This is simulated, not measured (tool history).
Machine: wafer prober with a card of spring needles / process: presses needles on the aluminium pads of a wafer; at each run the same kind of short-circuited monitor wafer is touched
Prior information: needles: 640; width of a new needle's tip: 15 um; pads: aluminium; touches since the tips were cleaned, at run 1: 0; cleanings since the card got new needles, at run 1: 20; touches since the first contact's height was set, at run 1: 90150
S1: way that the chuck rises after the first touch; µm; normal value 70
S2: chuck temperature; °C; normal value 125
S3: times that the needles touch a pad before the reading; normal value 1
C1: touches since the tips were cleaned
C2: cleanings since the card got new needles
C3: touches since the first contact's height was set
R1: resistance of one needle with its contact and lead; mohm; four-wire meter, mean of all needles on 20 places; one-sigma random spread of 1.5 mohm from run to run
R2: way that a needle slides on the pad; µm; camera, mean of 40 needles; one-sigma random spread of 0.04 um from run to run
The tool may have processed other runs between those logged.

run     day  S1   S2  S3    C1  C2      C3   R1     R2
  1   0.000  70  125   1     0  20   90150  140  11.64
      0.608  -- tips cleaned on abrasive film
      1.196  -- tips cleaned on abrasive film
  2   1.238  70   40   1   291  22   99156  133  11.64
      1.833  -- tips cleaned on abrasive film
  3   2.175  70   48   1  2526  23  106011  174  11.65
      2.454  -- tips cleaned on abrasive film
      3.104  -- tips cleaned on abrasive film
  4   3.446  70   48   1  2514  25  115278  174  11.63
      3.717  -- tips cleaned on abrasive film
      4.379  -- tips cleaned on abrasive film
      4.958  -- tips cleaned on abrasive film
  5   5.088  70   48   1   949  28  127220  147  11.63
      5.529  -- tips cleaned on abrasive film
      6.104  -- tips cleaned on abrasive film
  6   6.108  70   48   1     2  30  134618  128  11.53
      6.667  -- tips cleaned on abrasive film
  7   7.046  70   48   1  2754  31  141465  169  11.56
      7.233  -- tips cleaned on abrasive film
      7.871  -- tips cleaned on abrasive film
  8   8.017  70   48   1  1081  33  148539  150  11.51
      8.550  -- tips cleaned on abrasive film
      9.196  -- tips cleaned on abrasive film
  9   9.196  70   28   1     0  35  157106  126  11.42
      9.342  -- height of the first contact set anew
      9.838  -- tips cleaned on abrasive film
     10.417  -- tips cleaned on abrasive film
 10  10.642  70   28   1  1659  37    9452  159  11.81
     11.017  -- tips cleaned on abrasive film
     11.679  -- tips cleaned on abrasive film
     12.246  -- tips cleaned on abrasive film
 11  12.325  70   28   1   588  40   21705  137  11.82
     12.875  -- tips cleaned on abrasive film
 12  13.329  70   28   1  3323  41   29047  181  11.79
     13.471  -- tips cleaned on abrasive film
     14.125  -- tips cleaned on abrasive film
 13  14.558  70   28   1  3185  43   38000  177  11.72
     14.783  -- tips cleaned on abrasive film
     15.450  -- tips cleaned on abrasive film
 14  15.762  70   28   1  2270  45   46754  163  11.69
     16.058  -- tips cleaned on abrasive film
     16.671  -- tips cleaned on abrasive film
 15  17.162  70   28   1  3588  47   56955  180  11.75
     17.233  -- tips cleaned on abrasive film
     17.900  -- tips cleaned on abrasive film
 16  18.442  72  106   1  3970  49   66281  191  12.09
     18.533  -- tips cleaned on abrasive film
     19.196  -- tips cleaned on abrasive film
     19.800  -- tips cleaned on abrasive film
 17  19.871  67   31   2   525  52   76666  128  11.18
     20.425  -- tips cleaned on abrasive film
 18  20.971  67   31   2  4018  53   84714  162  11.19
     21.046  -- tips cleaned on abrasive film
     21.683  -- tips cleaned on abrasive film
 19  22.029  62   76   3  2550  55   92406  151  10.22
     22.342  -- tips cleaned on abrasive film
     22.942  -- tips cleaned on abrasive film
 20  23.288  62   62   2  2544  57  101578  164  10.24
     23.496  -- tips cleaned on abrasive film
     24.062  -- tips cleaned on abrasive film
 21  24.062  78  125   1     0  59  107201  135  13.03
     24.688  -- tips cleaned on abrasive film
 22  24.758  72   44   1   522  60  112255  137  11.93
     25.296  -- tips cleaned on abrasive film
 23  25.529  70  125   2  1699  61  117877  156  11.54
     25.929  -- tips cleaned on abrasive film
     26.567  -- tips cleaned on abrasive film
 24  27.100  70   81   2  3916  63  129343  170  11.49
     27.242  -- tips cleaned on abrasive film
     27.812  -- tips cleaned on abrasive film
 25  28.242  70   61   2  3144  65  137660  161  11.50
     28.442  -- tips cleaned on abrasive film
     29.033  -- tips cleaned on abrasive film
 26  29.350  70   61   2  2317  67  145709  160  11.50
     29.629  -- tips cleaned on abrasive film
     30.246  -- tips cleaned on abrasive film
 27  30.750  70   61   2  3694  69  155922  166  11.49
     30.862  -- tips cleaned on abrasive film
     30.954  -- height of the first contact set anew
     31.454  -- tips cleaned on abrasive film
     32.033  -- tips cleaned on abrasive film
 28  32.288  70   53   1  1841  72    9696  168  11.81
     32.654  -- tips cleaned on abrasive film
     33.275  -- tips cleaned on abrasive film
 29  33.625  70   53   1  2566  74   19468  180  11.81

Branching from run 29: 5 alternative next runs. What would each branch give?
     33.875  -- tips cleaned on abrasive film
     34.438  -- tips cleaned on abrasive film
  A  34.929  57   40   2  3588  76  28952   ?   ?
     33.875  -- tips cleaned on abrasive film
     34.438  -- tips cleaned on abrasive film
  B  34.929  70   90   1  3588  76  28952   ?   ?
     33.875  -- tips cleaned on abrasive film
     34.438  -- tips cleaned on abrasive film
  C  34.929  72   77   2  3588  76  28952   ?   ?
     33.875  -- tips cleaned on abrasive film
     34.438  -- tips cleaned on abrasive film
  D  34.929  60  116   1  3588  76  28952   ?   ?
     33.875  -- tips cleaned on abrasive film
     34.438  -- tips cleaned on abrasive film
  E  34.929  58  125   1  3588  76  28952   ?   ?

run   R1     R2
  A  187   9.58
  B  193  11.83
  C  163  12.11
  D  213  10.14
  E  222   9.79
With no hidden state in the tool, these same runs would have given:
run   R1     R2
  A  125   9.63
  B  128  11.88
  C  124  12.17
  D  131  10.20
  E  136   9.84
